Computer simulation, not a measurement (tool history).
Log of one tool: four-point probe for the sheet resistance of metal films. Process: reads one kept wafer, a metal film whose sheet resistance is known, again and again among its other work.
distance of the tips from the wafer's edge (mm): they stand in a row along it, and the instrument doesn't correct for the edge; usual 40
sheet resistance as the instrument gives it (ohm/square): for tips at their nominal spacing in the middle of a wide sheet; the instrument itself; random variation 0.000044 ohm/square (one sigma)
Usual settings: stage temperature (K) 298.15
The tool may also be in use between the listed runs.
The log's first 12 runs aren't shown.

run,day,stage temperature (K),distance of the tips from the wafer's edge (mm),sheet resistance as the instrument gives it (ohm/square)
13,7.529,298.15,40,0.218741
# day 7.592: stage's thermometer calibrated
14,8.112,298.15,62,0.218821
15,9,296.15,40,0.218799
16,9.808,296.15,58,0.218684
17,10.433,296.15,46,0.218746
# day 10.721: stage's thermometer calibrated, once more
18,11.121,296.15,40,0.218912
19,11.925,305.15,7,0.221491
20,12.8,300.15,40,0.219058
21,13.467,300.15,40,0.218982
22,14.296,299.15,7,0.221321
23,14.846,305.15,45,0.219122
24,15.642,295.15,37,0.218926
25,16.529,302.15,40,0.219032
26,17.083,294.15,45,0.218783
27,17.654,291.15,58,0.218666
28,18.542,292.15,3,0.230933
29,19.3,306.15,23,0.219245
30,19.767,306.15,23,0.219332
31,20.358,301.15,22,0.219141
32,21.175,301.15,22,0.219104
33,21.854,292.15,36,0.218758
34,22.496,298.15,5,0.223398
35,23.154,301.15,5,0.223492

Forecast each of these 3 alternatives for the next run:
A,24.054,300.15,56,?
B,24.054,306.15,26,?
C,24.054,301.15,4,?

run,sheet resistance as the instrument gives it (ohm/square)
A,0.218903
B,0.219165
C,0.226089
Without the tool's hidden state the same runs would have given:
run,sheet resistance as the instrument gives it (ohm/square)
A,0.219182
B,0.219444
C,0.226377

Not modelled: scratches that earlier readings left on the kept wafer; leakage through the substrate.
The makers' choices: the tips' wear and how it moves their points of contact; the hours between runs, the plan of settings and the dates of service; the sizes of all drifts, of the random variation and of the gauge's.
